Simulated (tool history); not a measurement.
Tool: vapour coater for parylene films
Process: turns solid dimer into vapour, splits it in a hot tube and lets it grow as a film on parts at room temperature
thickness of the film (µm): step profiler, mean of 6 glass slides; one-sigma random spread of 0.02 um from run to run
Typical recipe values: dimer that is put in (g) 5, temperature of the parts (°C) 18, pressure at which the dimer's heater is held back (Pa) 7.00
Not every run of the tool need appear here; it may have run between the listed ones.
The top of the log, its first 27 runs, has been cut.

run	hour	dimer that is put in (g)	temperature of the parts (°C)	pressure at which the dimer's heater is held back (Pa)	thickness of the film (µm)
28	518.1	2	18	7.00	1.32
29	537.6	7	13	4.75	5.49
30	557.3	3	11	7.00	2.45
31	569.8	8	18	7.00	5.31
# hour 588.9: trap's valve overhauled
32	598.7	8	11	7.00	6.55
33	625.2	8	24	3.50	4.57
34	642.3	8	24	3.50	4.60
35	654.3	8	24	3.50	4.59
36	676.9	5	19	7.00	3.22

Run 37, settings as shown, results not yet in. Your forecast:
37	689.7	2	18	4.21	?

thickness of the film (µm): 1.34
Minus the tool's unlogged condition, the same run would have read thickness of the film (µm) 1.35.
